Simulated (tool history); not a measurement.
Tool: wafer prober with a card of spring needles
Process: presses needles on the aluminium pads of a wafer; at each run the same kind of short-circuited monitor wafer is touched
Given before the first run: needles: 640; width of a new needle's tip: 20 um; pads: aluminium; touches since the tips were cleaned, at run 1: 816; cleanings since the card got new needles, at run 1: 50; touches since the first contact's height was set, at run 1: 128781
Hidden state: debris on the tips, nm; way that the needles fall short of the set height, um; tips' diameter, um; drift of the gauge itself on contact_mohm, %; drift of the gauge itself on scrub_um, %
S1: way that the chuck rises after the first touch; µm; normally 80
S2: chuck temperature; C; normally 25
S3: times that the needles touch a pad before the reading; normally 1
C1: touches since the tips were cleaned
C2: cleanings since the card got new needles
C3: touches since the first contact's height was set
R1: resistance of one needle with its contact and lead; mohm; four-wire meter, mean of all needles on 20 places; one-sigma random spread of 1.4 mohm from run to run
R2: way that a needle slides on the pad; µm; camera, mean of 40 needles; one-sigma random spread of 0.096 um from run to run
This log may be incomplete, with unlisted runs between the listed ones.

{"run": 1, "hour": 0.0, "S1": 80, "S2": 25, "S3": 1, "C1": 816, "C2": 50, "C3": 128781, "R1": 128, "R2": 15.44}
{"hour": 9.1, "done": "tips cleaned on abrasive film"}
{"run": 2, "hour": 10.2, "S1": 80, "S2": 25, "S3": 1, "C1": 196, "C2": 51, "C3": 130606, "R1": 125, "R2": 15.64}
{"run": 3, "hour": 19.4, "S1": 80, "S2": 25, "S3": 1, "C1": 1872, "C2": 51, "C3": 132282, "R1": 133, "R2": 15.58}
{"hour": 23.4, "done": "tips cleaned on abrasive film"}
{"hour": 28.6, "done": "height of the first contact set anew"}
{"hour": 38.4, "done": "tips cleaned on abrasive film"}
{"run": 4, "hour": 40.5, "S1": 80, "S2": 25, "S3": 1, "C1": 392, "C2": 53, "C3": 2145, "R1": 126, "R2": 15.34}
{"hour": 51.5, "done": "tips cleaned on abrasive film"}
{"run": 5, "hour": 51.8, "S1": 80, "S2": 77, "S3": 1, "C1": 43, "C2": 54, "C3": 4159, "R1": 131, "R2": 15.44}
{"hour": 65.2, "done": "tips cleaned on abrasive film"}
{"run": 6, "hour": 67.4, "S1": 80, "S2": 77, "S3": 1, "C1": 399, "C2": 55, "C3": 6971, "R1": 137, "R2": 15.45}
{"hour": 78.5, "done": "tips cleaned on abrasive film"}
{"run": 7, "hour": 83.8, "S1": 80, "S2": 32, "S3": 1, "C1": 976, "C2": 56, "C3": 9929, "R1": 132, "R2": 15.34}
{"hour": 92.6, "done": "tips cleaned on abrasive film"}
{"run": 8, "hour": 99.7, "S1": 81, "S2": 117, "S3": 2, "C1": 1295, "C2": 57, "C3": 12781, "R1": 141, "R2": 15.58}
{"hour": 106.0, "done": "tips cleaned on abrasive film"}
{"run": 9, "hour": 111.4, "S1": 81, "S2": 117, "S3": 2, "C1": 980, "C2": 58, "C3": 14888, "R1": 142, "R2": 15.4}

Run 10 comes next. What will it give?
{"hour": 119.9, "done": "tips cleaned on abrasive film"}
{"run": 10, "hour": 121.7, "S1": 80, "S2": 49, "S3": 1, "C1": 325, "C2": 59, "C3": 16733, "R1": "?", "R2": "?"}

R1: 132 mohm
R2: 15.30 µm
Were there no unlogged condition in the tool, this run, its random variation unchanged, would have produced R1 129 mohm, R2 16.07 µm.

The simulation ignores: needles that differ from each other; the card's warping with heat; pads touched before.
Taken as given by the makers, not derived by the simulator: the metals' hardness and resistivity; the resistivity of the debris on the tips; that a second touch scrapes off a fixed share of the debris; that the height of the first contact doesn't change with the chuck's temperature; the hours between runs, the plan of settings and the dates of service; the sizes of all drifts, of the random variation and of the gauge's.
